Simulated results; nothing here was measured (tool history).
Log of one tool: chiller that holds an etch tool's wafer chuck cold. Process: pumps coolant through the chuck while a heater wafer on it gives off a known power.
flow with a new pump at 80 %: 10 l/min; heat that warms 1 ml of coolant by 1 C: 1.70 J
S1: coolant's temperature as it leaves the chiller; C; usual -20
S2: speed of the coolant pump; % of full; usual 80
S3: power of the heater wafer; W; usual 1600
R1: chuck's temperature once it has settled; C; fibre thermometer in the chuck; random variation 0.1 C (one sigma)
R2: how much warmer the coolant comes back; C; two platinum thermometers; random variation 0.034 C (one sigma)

{"run": 1, "hour": 0.0, "S1": -20, "S2": 80, "S3": 1600, "R1": -4.4, "R2": 6.18}
{"run": 2, "hour": 183.0, "S1": -20, "S2": 80, "S3": 1600, "R1": -4.5, "R2": 6.2}
{"hour": 367.8, "done": "coolant changed, channels flushed"}
{"run": 3, "hour": 413.2, "S1": -20, "S2": 80, "S3": 1600, "R1": -7.3, "R2": 6.15}
{"run": 4, "hour": 512.4, "S1": -20, "S2": 80, "S3": 1600, "R1": -7.4, "R2": 6.2}
{"run": 5, "hour": 678.0, "S1": -20, "S2": 80, "S3": 1600, "R1": -7.2, "R2": 6.15}
{"run": 6, "hour": 884.8, "S1": -20, "S2": 80, "S3": 1600, "R1": -7.0, "R2": 6.21}
{"run": 7, "hour": 989.5, "S1": -14, "S2": 80, "S3": 1600, "R1": -1.1, "R2": 6.25}
{"run": 8, "hour": 1208.6, "S1": -20, "S2": 80, "S3": 1600, "R1": -6.6, "R2": 6.2}
{"hour": 1370.3, "done": "coolant pump overhauled"}
{"run": 9, "hour": 1423.8, "S1": -20, "S2": 64, "S3": 1600, "R1": -5.2, "R2": 7.16}
{"run": 10, "hour": 1535.4, "S1": -20, "S2": 64, "S3": 1600, "R1": -5.4, "R2": 7.2}
{"run": 11, "hour": 1654.9, "S1": -20, "S2": 64, "S3": 1600, "R1": -5.2, "R2": 7.22}
{"run": 12, "hour": 1881.5, "S1": -20, "S2": 64, "S3": 1390, "R1": -6.8, "R2": 6.19}
{"run": 13, "hour": 2059.3, "S1": -20, "S2": 70, "S3": 1390, "R1": -7.7, "R2": 5.67}
{"run": 14, "hour": 2224.9, "S1": -20, "S2": 70, "S3": 1390, "R1": -7.3, "R2": 5.71}
{"run": 15, "hour": 2403.9, "S1": -20, "S2": 80, "S3": 1844, "R1": -4.8, "R2": 6.58}
{"run": 16, "hour": 2628.0, "S1": -20, "S2": 80, "S3": 1844, "R1": -4.7, "R2": 6.64}
{"run": 17, "hour": 2779.4, "S1": -12, "S2": 80, "S3": 1868, "R1": 3.8, "R2": 6.73}
{"hour": 2926.5, "done": "chiller's thermometer calibrated"}
{"run": 18, "hour": 2958.4, "S1": -12, "S2": 80, "S3": 1868, "R1": 3.1, "R2": 6.7}
{"run": 19, "hour": 3141.3, "S1": -22, "S2": 66, "S3": 1718, "R1": -6.2, "R2": 7.58}
{"run": 20, "hour": 3331.9, "S1": -22, "S2": 90, "S3": 1089, "R1": -13.6, "R2": 3.48}
{"run": 21, "hour": 3473.2, "S1": -20, "S2": 63, "S3": 2311, "R1": 2.6, "R2": 10.75}
{"run": 22, "hour": 3642.6, "S1": -10, "S2": 60, "S3": 1855, "R1": 8.7, "R2": 9.11}
{"run": 23, "hour": 3854.0, "S1": -13, "S2": 98, "S3": 1027, "R1": -5.1, "R2": 3.01}
{"run": 24, "hour": 4017.2, "S1": -13, "S2": 98, "S3": 1027, "R1": -5.2, "R2": 3.05}
{"run": 25, "hour": 4235.9, "S1": -13, "S2": 98, "S3": 1414, "R1": -2.0, "R2": 4.17}
{"run": 26, "hour": 4372.0, "S1": -13, "S2": 98, "S3": 1032, "R1": -4.7, "R2": 3.03}
{"run": 27, "hour": 4554.3, "S1": -14, "S2": 64, "S3": 1046, "R1": -3.2, "R2": 4.86}
{"run": 28, "hour": 4744.5, "S1": -20, "S2": 67, "S3": 1600, "R1": -3.9, "R2": 7.07}
{"run": 29, "hour": 4966.6, "S1": -21, "S2": 68, "S3": 1601, "R1": -4.5, "R2": 7.05}
{"run": 30, "hour": 5166.8, "S1": -13, "S2": 68, "S3": 933, "R1": -3.3, "R2": 4.05}
{"hour": 5355.6, "done": "coolant changed, channels flushed"}
{"run": 31, "hour": 5379.5, "S1": -24, "S2": 80, "S3": 1418, "R1": -13.2, "R2": 5.31}
{"run": 32, "hour": 5473.6, "S1": -24, "S2": 94, "S3": 1900, "R1": -10.9, "R2": 5.92}

Forecast each of these 4 alternatives for the next run:
{"run": "A", "hour": 5639.6, "S1": -20, "S2": 88, "S3": 2217, "R1": "?", "R2": "?"}
{"run": "B", "hour": 5639.6, "S1": -28, "S2": 80, "S3": 1263, "R1": "?", "R2": "?"}
{"run": "C", "hour": 5639.6, "S1": -24, "S2": 94, "S3": 1033, "R1": "?", "R2": "?"}
{"run": "D", "hour": 5639.6, "S1": -21, "S2": 68, "S3": 1367, "R1": "?", "R2": "?"}

run=A R1=-4.0 R2=7.41
run=B R1=-18.3 R2=4.65
run=C R1=-16.4 R2=3.22
run=D R1=-9.2 R2=5.97
Without the tool's hidden state the same runs would have given:
run=A R1=-5.1 R2=7.04
run=B R1=-19.1 R2=4.41
run=C R1=-17.2 R2=3.06
run=D R1=-10.2 R2=5.67
